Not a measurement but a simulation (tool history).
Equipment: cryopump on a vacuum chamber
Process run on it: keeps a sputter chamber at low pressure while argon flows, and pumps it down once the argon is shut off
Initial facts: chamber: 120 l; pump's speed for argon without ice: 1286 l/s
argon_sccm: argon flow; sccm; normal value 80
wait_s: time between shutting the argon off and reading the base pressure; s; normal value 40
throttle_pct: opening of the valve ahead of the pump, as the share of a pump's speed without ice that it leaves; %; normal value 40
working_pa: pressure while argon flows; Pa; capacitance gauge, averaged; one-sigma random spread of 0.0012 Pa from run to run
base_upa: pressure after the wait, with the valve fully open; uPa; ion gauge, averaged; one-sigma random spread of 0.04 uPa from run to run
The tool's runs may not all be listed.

Run 1, hour 0: usual settings. Result: working_pa 0.2816 Pa, base_upa 5.14 uPa.
Run 2, hour 11.8: usual settings. Result: working_pa 0.2831 Pa, base_upa 5.22 uPa.
Run 3, hour 21: usual settings. Result: working_pa 0.2817 Pa, base_upa 5.32 uPa.
Run 4, hour 33.5: usual settings. Result: working_pa 0.2828 Pa, base_upa 5.19 uPa.
Run 5, hour 46: usual settings. Result: working_pa 0.2832 Pa, base_upa 5.28 uPa.
Run 6, hour 58: usual settings. Result: working_pa 0.2848 Pa, base_upa 5.3 uPa.
Run 7, hour 68.6: usual settings. Result: working_pa 0.2862 Pa, base_upa 5.41 uPa.
Run 8, hour 79.7: usual settings. Result: working_pa 0.285 Pa, base_upa 5.47 uPa.
Run 9, hour 95.5: usual settings. Result: working_pa 0.2849 Pa, base_upa 5.28 uPa.
Run 10, hour 110.7: usual settings but argon_sccm 86 sccm, throttle_pct 32 %. Result: working_pa 0.3787 Pa, base_upa 5.5 uPa.
Run 11, hour 118.1: usual settings but argon_sccm 44 sccm, throttle_pct 22 %. Result: working_pa 0.2746 Pa, base_upa 5.53 uPa.
Run 12, hour 125.3: usual settings but argon_sccm 42 sccm, throttle_pct 22 %. Result: working_pa 0.2621 Pa, base_upa 5.5 uPa.
Run 13, hour 135.6: usual settings but argon_sccm 42 sccm, throttle_pct 22 %. Result: working_pa 0.2635 Pa, base_upa 5.47 uPa.
At hour 141.3: leaking fittings of the chamber tightened, without venting.
Run 14, hour 150.5: usual settings but argon_sccm 42 sccm, throttle_pct 29 %. Result: working_pa 0.2038 Pa, base_upa 2.34 uPa.
Run 15, hour 159.9: usual settings but argon_sccm 140 sccm, wait_s 65 s, throttle_pct 39 %. Result: working_pa 0.5195 Pa, base_upa 1.62 uPa.
Run 16, hour 173.2: usual settings but wait_s 42 s, throttle_pct 29 %. Result: working_pa 0.3901 Pa, base_upa 2.31 uPa.
Run 17, hour 184.8: usual settings but wait_s 60 s, throttle_pct 54 %. Result: working_pa 0.2199 Pa, base_upa 1.72 uPa.
Run 18, hour 192.3: usual settings but wait_s 60 s, throttle_pct 54 %. Result: working_pa 0.2211 Pa, base_upa 1.76 uPa.

Forecast each of these 3 alternatives for the next run:
Run A, hour 204.7: usual settings but argon_sccm 37 sccm, throttle_pct 39 %. Result: working_pa ?, base_upa ?.
Run B, hour 204.7: usual settings but argon_sccm 60 sccm, wait_s 29 s, throttle_pct 54 %. Result: working_pa ?, base_upa ?.
Run C, hour 204.7: usual settings but argon_sccm 82 sccm, wait_s 48 s, throttle_pct 54 %. Result: working_pa ?, base_upa ?.

run  working_pa  base_upa
  A      0.1379      2.57
  B      0.1653      3.29
  C      0.2258      2.13
What these runs would have given with no unlogged condition in the tool:
run  working_pa  base_upa
  A      0.1253      2.36
  B      0.1452      3.08
  C      0.1983      1.93
